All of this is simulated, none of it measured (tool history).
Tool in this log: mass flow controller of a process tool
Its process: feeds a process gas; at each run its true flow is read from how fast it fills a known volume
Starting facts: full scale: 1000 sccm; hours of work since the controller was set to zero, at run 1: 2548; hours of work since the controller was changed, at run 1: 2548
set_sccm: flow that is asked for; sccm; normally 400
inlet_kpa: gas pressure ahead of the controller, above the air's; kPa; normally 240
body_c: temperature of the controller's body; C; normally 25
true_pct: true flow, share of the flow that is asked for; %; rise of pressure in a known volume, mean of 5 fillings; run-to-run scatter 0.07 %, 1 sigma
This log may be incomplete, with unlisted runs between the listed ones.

run   hour  set_sccm  inlet_kpa  body_c  hours of work since the controller was set to zero  hours of work since the controller was changed  true_pct
  1    0.0       400        240      25                                                2548                                            2548     95.51
  2  100.7       400        240      25                                                2592                                            2592     95.49
  3  197.4       400        240      25                                                2635                                            2635     95.36
  4  301.0       400        240      26                                                2681                                            2681     95.29
  5  380.6       400        240      26                                                2716                                            2716     95.33
  6  518.4       209        155      26                                                2777                                            2777     93.73
  7  634.6       165        161      37                                                2828                                            2828     93.65
  8  712.9       165        161      37                                                2863                                            2863     93.63
  9  833.6       136        207      21                                                2916                                            2916     90.22
 10  946.5       126        198      35                                                2966                                            2966     91.05

4 options for the next run, each taken on its own from the tool as it stands now. Forecast them:
  A  1067.8       180        204      21                                                3019                                            3019         ?
  B  1067.8       124        240      26                                                3019                                            3019         ?
  C  1067.8       552        240      25                                                3019                                            3019         ?
  D  1067.8       217        172      35                                                3019                                            3019         ?

run  true_pct
  A     91.49
  B     89.43
  C     95.60
  D     94.45
Take away the tool's hidden state, keep each run's random variation, and the runs would have read:
run  true_pct
  A     97.91
  B     98.13
  C     98.60
  D    100.01
